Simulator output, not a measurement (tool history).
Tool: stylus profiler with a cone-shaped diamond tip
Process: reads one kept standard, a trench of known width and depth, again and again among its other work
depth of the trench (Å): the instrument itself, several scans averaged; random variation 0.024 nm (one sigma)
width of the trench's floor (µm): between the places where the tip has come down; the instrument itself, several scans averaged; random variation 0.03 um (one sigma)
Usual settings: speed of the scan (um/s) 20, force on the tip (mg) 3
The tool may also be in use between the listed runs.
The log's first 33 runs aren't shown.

run	hour	speed of the scan (um/s)	force on the tip (mg)	depth of the trench (Å)	width of the trench's floor (µm)
34	2730	68	2.92	1015.2	97.78
35	2793.4	68	2.92	1014.8	97.77
36	2868.6	68	2.92	1015	97.84
37	2952.3	27	2.38	1012.9	97.92
38	3060.8	31	6.28	1024.8	97.95
39	3127	31	6.28	1025.2	97.95
40	3187.4	31	1.65	1010.1	97.9
41	3238.1	36	1.13	1007.8	97.83
42	3331.1	36	1.13	1008.2	97.83
# hour 3398.6: height scale calibrated on a step standard
43	3405.2	53	1.13	1007.9	97.72
44	3493	43	2.71	1013.9	97.83
45	3554.7	43	2.71	1014.1	97.91
46	3608.6	43	7.77	1028.8	97.92

4 ways to go on from here, each from the tool as it stands after run 46. What would each give?
A	3670.9	29	2.66	?	?
B	3670.9	11	4.8	?	?
C	3670.9	15	1.19	?	?
D	3670.9	15	7.96	?	?

run	depth of the trench (Å)	width of the trench's floor (µm)
A	1013.6	97.86
B	1021.1	97.95
C	1007.9	97.97
D	1029.4	97.93
Without the tool's hidden state the same runs would have given:
run	depth of the trench (Å)	width of the trench's floor (µm)
A	1013.6	97.88
B	1021.1	97.97
C	1007.9	98
D	1029.4	97.95

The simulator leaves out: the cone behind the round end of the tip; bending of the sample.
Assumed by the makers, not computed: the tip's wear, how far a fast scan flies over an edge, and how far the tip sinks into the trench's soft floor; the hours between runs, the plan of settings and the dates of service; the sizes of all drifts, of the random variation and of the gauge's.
